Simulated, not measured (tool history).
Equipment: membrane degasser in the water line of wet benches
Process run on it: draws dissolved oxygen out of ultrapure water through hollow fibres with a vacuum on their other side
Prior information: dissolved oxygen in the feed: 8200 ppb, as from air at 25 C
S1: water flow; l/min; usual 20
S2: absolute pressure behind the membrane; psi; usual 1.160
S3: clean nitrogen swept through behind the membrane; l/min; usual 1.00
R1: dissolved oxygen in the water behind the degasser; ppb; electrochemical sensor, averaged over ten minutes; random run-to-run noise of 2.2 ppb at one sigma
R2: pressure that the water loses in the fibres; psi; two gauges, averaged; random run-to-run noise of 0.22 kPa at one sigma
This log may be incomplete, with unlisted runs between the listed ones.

run 1 hour=0.0 | S1=20 S2=1.160 S3=1.00 | R1=230.3 R2=8.111
run 2 hour=154.2 | S1=20 S2=1.160 S3=1.00 | R1=234.3 R2=8.076
run 3 hour=317.5 | S1=20 S2=1.160 S3=1.00 | R1=232.1 R2=8.121
run 4 hour=438.1 | S1=20 S2=1.984 S3=1.00 | R1=470.0 R2=8.151
run 5 hour=595.2 | S1=20 S2=1.160 S3=0.96 | R1=242.5 R2=8.125
run 6 hour=707.0 | S1=20 S2=1.160 S3=0.96 | R1=241.0 R2=8.195
run 7 hour=847.1 | S1=20 S2=1.160 S3=0.96 | R1=240.4 R2=8.131
run 8 hour=925.7 | S1=20 S2=1.160 S3=0.96 | R1=243.2 R2=8.121
run 9 hour=1009.9 | S1=20 S2=1.160 S3=0.96 | R1=240.9 R2=8.167
run 10 hour=1114.2 | S1=20 S2=1.485 S3=1.00 | R1=335.6 R2=8.209
-- hour=1126.0 vacuum gauge calibrated
run 11 hour=1242.7 | S1=20 S2=1.485 S3=1.00 | R1=327.9 R2=8.299
run 12 hour=1311.9 | S1=20 S2=1.169 S3=1.00 | R1=230.9 R2=8.209
run 13 hour=1439.6 | S1=20 S2=1.555 S3=1.00 | R1=350.4 R2=8.231
run 14 hour=1552.5 | S1=20 S2=1.555 S3=1.00 | R1=347.0 R2=8.205
run 15 hour=1635.3 | S1=20 S2=1.555 S3=1.00 | R1=349.7 R2=8.282
run 16 hour=1749.3 | S1=20 S2=1.555 S3=0.81 | R1=420.0 R2=8.153
-- hour=1873.7 vacuum gauge calibrated, once more
run 17 hour=1880.4 | S1=28 S2=0.730 S3=0.81 | R1=175.1 R2=11.510
run 18 hour=2004.9 | S1=28 S2=0.730 S3=0.81 | R1=176.7 R2=11.641
run 19 hour=2076.3 | S1=28 S2=0.730 S3=0.81 | R1=178.4 R2=11.541
run 20 hour=2184.3 | S1=13 S2=0.730 S3=1.24 | R1=48.5 R2=5.395
run 21 hour=2274.6 | S1=31 S2=2.635 S3=1.35 | R1=756.0 R2=12.794
run 22 hour=2388.9 | S1=20 S2=0.790 S3=1.98 | R1=73.6 R2=8.256
run 23 hour=2456.3 | S1=26 S2=1.160 S3=1.00 | R1=303.3 R2=10.775
run 24 hour=2585.2 | S1=26 S2=1.160 S3=2.57 | R1=155.2 R2=10.740
run 25 hour=2727.5 | S1=12 S2=0.882 S3=2.26 | R1=41.0 R2=5.007
run 26 hour=2815.1 | S1=12 S2=1.675 S3=2.19 | R1=115.5 R2=5.008
run 27 hour=2962.1 | S1=12 S2=1.675 S3=2.19 | R1=115.5 R2=4.962
run 28 hour=3104.9 | S1=25 S2=1.005 S3=2.19 | R1=137.5 R2=10.451
run 29 hour=3203.4 | S1=25 S2=1.005 S3=2.19 | R1=138.7 R2=10.438
run 30 hour=3282.4 | S1=25 S2=1.005 S3=2.19 | R1=138.0 R2=10.463
run 31 hour=3432.3 | S1=32 S2=0.893 S3=2.24 | R1=172.5 R2=13.377
run 32 hour=3521.3 | S1=19 S2=1.146 S3=1.23 | R1=182.3 R2=7.942

Results for each run, recomputed without the tool's hidden state and with each run's random variation untouched:
Hidden state at play: membrane still open, %; true pressure behind the membrane over the reading, kPa; air that leaks in behind the membrane, l/min; drift of the gauge itself on oxygen_ppb, %; drift of the gauge itself on loss_of_pressure_kpa, %.
run=1 R1=220.2 R2=7.681
run=2 R1=223.5 R2=7.641
run=3 R1=221.0 R2=7.671
run=4 R1=458.9 R2=7.693
run=5 R1=230.2 R2=7.658
run=6 R1=228.6 R2=7.717
run=7 R1=227.5 R2=7.646
run=8 R1=230.0 R2=7.630
run=9 R1=227.5 R2=7.671
run=10 R1=322.0 R2=7.703
run=11 R1=313.0 R2=7.780
run=12 R1=216.0 R2=7.688
run=13 R1=334.8 R2=7.702
run=14 R1=331.2 R2=7.668
run=15 R1=333.5 R2=7.739
run=16 R1=401.5 R2=7.606
run=17 R1=159.1 R2=10.726
run=18 R1=160.0 R2=10.840
run=19 R1=161.2 R2=10.737
run=20 R1=45.9 R2=5.017
run=21 R1=736.1 R2=11.883
run=22 R1=65.5 R2=7.664
run=23 R1=287.5 R2=9.997
run=24 R1=139.9 R2=9.950
run=25 R1=38.6 R2=4.634
run=26 R1=112.2 R2=4.633
run=27 R1=112.0 R2=4.579
run=28 R1=121.9 R2=9.641
run=29 R1=122.7 R2=9.619
run=30 R1=121.9 R2=9.636
run=31 R1=144.9 R2=12.302
run=32 R1=171.7 R2=7.295
